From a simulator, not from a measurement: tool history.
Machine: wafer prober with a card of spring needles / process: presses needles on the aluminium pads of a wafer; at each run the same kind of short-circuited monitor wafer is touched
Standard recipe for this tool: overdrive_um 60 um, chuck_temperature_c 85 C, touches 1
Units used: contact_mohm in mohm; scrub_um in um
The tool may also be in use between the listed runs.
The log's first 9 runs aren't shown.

-- hour=221.3 tips cleaned on abrasive film
-- hour=233.7 tips cleaned on abrasive film
run 10 hour=235.6 | overdrive_um=60 chuck_temperature_c=38 touches=1 | contact_mohm=232 scrub_um=15.76
-- hour=246.9 tips cleaned on abrasive film
-- hour=247.2 height of the first contact set anew
run 11 hour=254.5 | overdrive_um=60 chuck_temperature_c=85 touches=1 | contact_mohm=263 scrub_um=16.16
-- hour=258.9 tips cleaned on abrasive film
run 12 hour=269.7 | overdrive_um=60 chuck_temperature_c=85 touches=1 | contact_mohm=284 scrub_um=16.09
-- hour=271.6 tips cleaned on abrasive film
-- hour=283.9 tips cleaned on abrasive film
run 13 hour=287.3 | overdrive_um=60 chuck_temperature_c=85 touches=1 | contact_mohm=251 scrub_um=16.03
-- hour=297.5 tips cleaned on abrasive film
-- hour=311.3 tips cleaned on abrasive film
-- hour=323.4 tips cleaned on abrasive film
run 14 hour=323.4 | overdrive_um=60 chuck_temperature_c=85 touches=1 | contact_mohm=228 scrub_um=15.89
-- hour=335.5 tips cleaned on abrasive film
-- hour=349.2 tips cleaned on abrasive film
-- hour=360.4 tips cleaned on abrasive film
run 15 hour=360.4 | overdrive_um=60 chuck_temperature_c=85 touches=1 | contact_mohm=231 scrub_um=15.85
-- hour=373.5 tips cleaned on abrasive film
-- hour=386.2 tips cleaned on abrasive film
run 16 hour=394.8 | overdrive_um=60 chuck_temperature_c=85 touches=2 | contact_mohm=253 scrub_um=15.80
-- hour=399.9 tips cleaned on abrasive film
-- hour=412.3 tips cleaned on abrasive film
-- hour=418.1 height of the first contact set anew
-- hour=425.6 tips cleaned on abrasive film
run 17 hour=427.1 | overdrive_um=60 chuck_temperature_c=88 touches=2 | contact_mohm=234 scrub_um=16.14
-- hour=438.8 tips cleaned on abrasive film
-- hour=449.9 tips cleaned on abrasive film
run 18 hour=457.7 | overdrive_um=60 chuck_temperature_c=88 touches=2 | contact_mohm=249 scrub_um=16.07
-- hour=461.9 tips cleaned on abrasive film
-- hour=473.9 tips cleaned on abrasive film
-- hour=486.6 tips cleaned on abrasive film
run 19 hour=489.6 | overdrive_um=60 chuck_temperature_c=88 touches=1 | contact_mohm=251 scrub_um=16.00
-- hour=500.3 tips cleaned on abrasive film
run 20 hour=504.9 | overdrive_um=60 chuck_temperature_c=88 touches=2 | contact_mohm=249 scrub_um=15.99
-- hour=512.5 tips cleaned on abrasive film
run 21 hour=523.0 | overdrive_um=70 chuck_temperature_c=50 touches=1 | contact_mohm=256 scrub_um=18.61
-- hour=524.8 tips cleaned on abrasive film
-- hour=536.9 tips cleaned on abrasive film
run 22 hour=541.2 | overdrive_um=67 chuck_temperature_c=30 touches=1 | contact_mohm=241 scrub_um=17.79
-- hour=548.8 tips cleaned on abrasive film
-- hour=560.3 tips cleaned on abrasive film
run 23 hour=562.2 | overdrive_um=59 chuck_temperature_c=45 touches=2 | contact_mohm=233 scrub_um=15.50
-- hour=571.9 tips cleaned on abrasive film
-- hour=584.9 tips cleaned on abrasive film
-- hour=587.9 height of the first contact set anew
run 24 hour=589.8 | overdrive_um=60 chuck_temperature_c=96 touches=2 | contact_mohm=247 scrub_um=16.08
-- hour=596.3 tips cleaned on abrasive film
-- hour=608.1 tips cleaned on abrasive film
run 25 hour=615.2 | overdrive_um=76 chuck_temperature_c=54 touches=1 | contact_mohm=240 scrub_um=20.42
-- hour=619.6 tips cleaned on abrasive film
-- hour=633.5 tips cleaned on abrasive film
run 26 hour=644.4 | overdrive_um=43 chuck_temperature_c=31 touches=1 | contact_mohm=342 scrub_um=11.48
-- hour=646.6 tips cleaned on abrasive film
-- hour=658.3 tips cleaned on abrasive film
-- hour=671.5 tips cleaned on abrasive film
run 27 hour=673.3 | overdrive_um=60 chuck_temperature_c=85 touches=1 | contact_mohm=248 scrub_um=15.94
-- hour=684.7 tips cleaned on abrasive film
run 28 hour=692.9 | overdrive_um=54 chuck_temperature_c=66 touches=1 | contact_mohm=296 scrub_um=14.22
-- hour=697.9 tips cleaned on abrasive film
-- hour=710.4 tips cleaned on abrasive film
run 29 hour=710.4 | overdrive_um=42 chuck_temperature_c=40 touches=2 | contact_mohm=228 scrub_um=11.01
-- hour=721.7 tips cleaned on abrasive film
-- hour=733.4 tips cleaned on abrasive film
-- hour=746.3 tips cleaned on abrasive film
run 30 hour=746.6 | overdrive_um=42 chuck_temperature_c=40 touches=2 | contact_mohm=238 scrub_um=10.94

Predict each of these 4 candidate next runs independently; none follows another, all start after run 30:
-- hour=758.6 tips cleaned on abrasive film
-- hour=758.9 height of the first contact set anew
run A hour=769.7 | overdrive_um=76 chuck_temperature_c=85 touches=1 | contact_mohm=? scrub_um=?
-- hour=758.6 tips cleaned on abrasive film
-- hour=758.9 height of the first contact set anew
run B hour=769.7 | overdrive_um=74 chuck_temperature_c=61 touches=2 | contact_mohm=? scrub_um=?
-- hour=758.6 tips cleaned on abrasive film
-- hour=758.9 height of the first contact set anew
run C hour=769.7 | overdrive_um=42 chuck_temperature_c=27 touches=2 | contact_mohm=? scrub_um=?
-- hour=758.6 tips cleaned on abrasive film
-- hour=758.9 height of the first contact set anew
run D hour=769.7 | overdrive_um=61 chuck_temperature_c=40 touches=2 | contact_mohm=? scrub_um=?

run=A contact_mohm=258 scrub_um=20.49
run=B contact_mohm=241 scrub_um=19.80
run=C contact_mohm=301 scrub_um=11.32
run=D contact_mohm=254 scrub_um=16.43
Without the tool's hidden state the same runs would have given:
run=A contact_mohm=212 scrub_um=20.49
run=B contact_mohm=209 scrub_um=19.80
run=C contact_mohm=212 scrub_um=11.32
run=D contact_mohm=209 scrub_um=16.43
